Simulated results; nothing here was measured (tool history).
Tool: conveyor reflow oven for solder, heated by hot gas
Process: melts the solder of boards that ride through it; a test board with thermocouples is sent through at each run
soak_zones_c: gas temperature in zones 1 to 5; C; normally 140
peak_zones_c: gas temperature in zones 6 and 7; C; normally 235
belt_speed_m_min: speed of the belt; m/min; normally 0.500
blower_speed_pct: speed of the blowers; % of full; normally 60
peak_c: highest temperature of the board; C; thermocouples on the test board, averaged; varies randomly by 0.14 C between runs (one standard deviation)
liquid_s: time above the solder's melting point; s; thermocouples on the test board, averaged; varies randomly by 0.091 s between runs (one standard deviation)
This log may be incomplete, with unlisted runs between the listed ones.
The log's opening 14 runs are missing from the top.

run	hour	soak_zones_c	peak_zones_c	belt_speed_m_min	blower_speed_pct	peak_c	liquid_s
15	128.7	143	235	0.500	60	214.8	62.24
16	133.9	143	235	0.500	60	215.0	62.09
17	144.4	143	235	0.500	60	214.8	62.18
18	153.0	143	235	0.500	60	214.8	62.12
19	161.4	140	226	0.500	60	206.6	52.08
20	172.5	140	226	0.500	80	210.2	57.20
21	181.4	141	235	0.568	62	209.8	48.71
22	191.2	141	235	0.568	62	210.1	48.56
23	197.8	140	234	0.514	60	212.1	56.55
24	204.3	140	234	0.514	60	211.9	56.35
25	213.3	146	240	0.505	76	222.2	69.54
26	223.2	146	240	0.505	76	222.3	69.49
27	232.8	146	240	0.505	76	222.4	69.51
28	243.5	146	240	0.590	54	211.3	49.17
29	253.8	140	249	0.500	60	225.8	70.04
30	261.6	143	227	0.500	70	209.6	57.60

Each row is a separate what-if for the run after 30, all from the same tool condition, not one after another. Results?
A	271.1	148	238	0.500	60	?	?
B	271.1	148	235	0.500	67	?	?
C	271.1	128	227	0.500	70	?	?
D	271.1	140	235	0.562	60	?	?
E	271.1	148	235	0.549	60	?	?

run	peak_c	liquid_s
A	218.1	67.24
B	217.0	66.75
C	206.8	48.16
D	209.4	48.04
E	212.1	55.55
With the hidden condition removed and each run's random variation left untouched, the same runs would have given:
run	peak_c	liquid_s
A	219.1	67.69
B	218.0	67.24
C	207.9	49.33
D	210.4	48.94
E	213.1	56.25
